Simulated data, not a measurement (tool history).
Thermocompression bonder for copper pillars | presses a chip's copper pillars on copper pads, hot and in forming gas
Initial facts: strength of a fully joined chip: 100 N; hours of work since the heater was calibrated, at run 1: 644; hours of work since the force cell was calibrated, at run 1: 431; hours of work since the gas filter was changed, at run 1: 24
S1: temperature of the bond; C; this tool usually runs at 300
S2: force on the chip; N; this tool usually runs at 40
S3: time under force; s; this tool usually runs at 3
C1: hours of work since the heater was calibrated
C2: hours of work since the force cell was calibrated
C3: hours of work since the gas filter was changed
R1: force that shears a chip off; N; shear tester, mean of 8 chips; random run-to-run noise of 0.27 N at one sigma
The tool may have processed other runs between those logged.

| run | hour | S1 | S2 | S3 | C1 | C2 | C3 | R1 |
|---|---|---|---|---|---|---|---|---|
| 1 | 0.0 | 300 | 40 | 3 | 644 | 431 | 24 | 39.5 |
| 2 | 10.0 | 300 | 40 | 3 | 649 | 436 | 29 | 39.6 |
| 3 | 30.0 | 300 | 40 | 3 | 659 | 446 | 38 | 39.0 |
| 4 | 40.8 | 300 | 40 | 3 | 664 | 451 | 43 | 39.3 |
| 5 | 52.7 | 300 | 40 | 3 | 669 | 457 | 49 | 39.4 |
| 6 | 65.5 | 300 | 40 | 3 | 676 | 463 | 55 | 39.2 |
| 7 | 81.0 | 300 | 40 | 3 | 683 | 470 | 63 | 39.1 |
| 8 | 102.3 | 300 | 40 | 3 | 693 | 480 | 73 | 38.9 |
| 9 | 116.6 | 300 | 40 | 3 | 700 | 487 | 80 | 39.0 |
| 10 | 139.3 | 300 | 25 | 3 | 711 | 498 | 91 | 30.3 |
| 11 | 161.4 | 288 | 40 | 3 | 722 | 509 | 101 | 35.2 |
| 12 | 182.1 | 300 | 40 | 2 | 732 | 519 | 111 | 32.8 |
| 13 | 191.9 | 300 | 40 | 2 | 736 | 523 | 116 | 32.7 |
| 14 | 208.6 | 300 | 40 | 2 | 744 | 531 | 124 | 32.7 |
| 15 | 224.8 | 300 | 40 | 2 | 752 | 539 | 132 | 33.3 |
| 16 | 238.7 | 300 | 40 | 2 | 759 | 546 | 138 | 33.0 |
| 17 | 253.2 | 300 | 40 | 6 | 766 | 553 | 145 | 49.0 |
| 18 | 268.5 | 285 | 40 | 9 | 773 | 560 | 153 | 49.8 |
| 19 | 280.6 | 303 | 27 | 3 | 779 | 566 | 158 | 32.3 |
| 20 | 294.0 | 294 | 34 | 3 | 785 | 572 | 165 | 33.9 |
| 21 | 317.6 | 300 | 47 | 2 | 797 | 584 | 176 | 35.6 |
| 22 | 338.2 | 300 | 47 | 2 | 807 | 594 | 186 | 35.0 |
| 23 | 356.3 | 292 | 34 | 2 | 815 | 602 | 195 | 27.7 |
| 24 | 371.7 | 300 | 40 | 5 | 823 | 610 | 202 | 45.5 |
| 25 | 385.1 | 322 | 27 | 3 | 829 | 616 | 209 | 37.6 |
| 26 | 398.2 | 323 | 32 | 2 | 835 | 622 | 215 | 35.0 |
| 27 | 421.2 | 323 | 32 | 2 | 846 | 634 | 226 | 34.7 |
|  | 430.8 | forming gas filter changed |
| 28 | 442.7 | 282 | 55 | 8 | 857 | 644 | 6 | 57.1 |
| 29 | 460.9 | 297 | 29 | 4 | 865 | 652 | 14 | 38.2 |
| 30 | 482.0 | 282 | 28 | 2 | 875 | 662 | 25 | 24.3 |
| 31 | 494.1 | 282 | 28 | 2 | 881 | 668 | 30 | 24.1 |
| 32 | 504.2 | 311 | 28 | 2 | 886 | 673 | 35 | 31.5 |
| 33 | 519.4 | 311 | 28 | 2 | 893 | 680 | 43 | 31.8 |
| 34 | 530.0 | 287 | 56 | 8 | 898 | 686 | 48 | 59.0 |

Measured minus without-hidden-state, run by run (identical run-to-run variation in each term; gauge scatter may differ):
The tool's hidden condition here consists of: true temperature of the bond over the reading, C; force that reaches the chip, % of what is set; oxide that the forming gas leaves, % of the face; drift of the gauge itself on shear_n, %.
| run | R1 |
|---|---|
| 1 | +2.5 |
| 2 | +2.4 |
| 3 | +2.3 |
| 4 | +2.3 |
| 5 | +2.2 |
| 6 | +2.1 |
| 7 | +2.0 |
| 8 | +2.0 |
| 9 | +1.9 |
| 10 | +1.5 |
| 11 | +1.7 |
| 12 | +1.4 |
| 13 | +1.4 |
| 14 | +1.3 |
| 15 | +1.2 |
| 16 | +1.2 |
| 17 | +1.1 |
| 18 | +1.2 |
| 19 | +1.0 |
| 20 | +1.0 |
| 21 | +0.9 |
| 22 | +0.8 |
| 23 | +0.8 |
| 24 | +0.4 |
| 25 | +0.3 |
| 26 | +0.3 |
| 27 | +0.2 |
| 28 | +4.4 |
| 29 | +3.4 |
| 30 | +2.4 |
| 31 | +2.4 |
| 32 | +2.6 |
| 33 | +2.6 |
| 34 | +3.7 |
